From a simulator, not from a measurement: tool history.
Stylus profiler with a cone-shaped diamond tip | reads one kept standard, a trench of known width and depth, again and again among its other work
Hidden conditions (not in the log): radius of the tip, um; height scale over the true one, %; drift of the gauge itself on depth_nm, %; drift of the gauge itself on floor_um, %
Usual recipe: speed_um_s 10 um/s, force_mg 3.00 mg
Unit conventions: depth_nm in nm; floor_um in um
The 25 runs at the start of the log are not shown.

run    hour  speed_um_s  force_mg  scans with this tip  hours of work since the height scale was calibrated  depth_nm  floor_um
 26  1040.2          39      2.74                 7687                                                   73   1005.90     25.14
 27  1080.9           4      3.67                 7848                                                   97   1007.48     25.27
 28  1129.3           3      4.95                 8038                                                  125   1008.53     25.22
 29  1160.0          38      3.10                 8159                                                  143   1006.28     25.07
 30  1211.9           7      7.20                 8364                                                  173   1011.13     25.19
 31  1267.2           7      7.20                 8582                                                  205   1011.22     25.17
 32  1320.0           7      7.20                 8790                                                  235   1011.15     25.13
 33  1359.9          26      3.00                 8947                                                  258   1006.56     25.03
 34  1404.3          11      3.00                 9123                                                  284   1006.93     25.12
 35  1463.8           2      5.70                 9357                                                  318   1010.58     25.03
 36  1510.0          28      5.70                 9539                                                  345   1010.16     25.03
 37  1552.1          28      5.70                 9705                                                  369   1010.47     24.96
 38  1593.0          38      3.07                 9866                                                  393   1006.50     24.90
 39  1645.0          38      3.07                10072                                                  423   1007.44     24.84
 40  1696.0          19      6.32                10273                                                  452   1011.04     24.94
 41  1749.6          19      6.32                10484                                                  483   1011.02     24.89
 42  1796.1           4      2.50                10667                                                  510   1006.34     24.91
 43  1840.9           4      2.50                10844                                                  536   1006.27     24.91
 44  1867.7          25      1.79                10950                                                  551   1005.77     24.76
 45  1916.2           4      2.52                11141                                                  579   1006.79     24.84
 46  1959.9          39      2.52                11313                                                  604   1006.52     24.68

Predict each of these 3 candidate next runs independently; none follows another, all start after run 46:
  A  1994.2           6      3.00                11448                                                  624         ?         ?
  B  1994.2          11      4.36                11448                                                  624         ?         ?
  C  1994.2          11      1.27                11448                                                  624         ?         ?

run  depth_nm  floor_um
  A   1007.61     24.79
  B   1009.37     24.80
  C   1005.09     24.76
With the hidden condition removed and each run's random variation left untouched, the same runs would have given:
run  depth_nm  floor_um
  A   1006.00     26.51
  B   1007.76     26.52
  C   1003.49     26.48
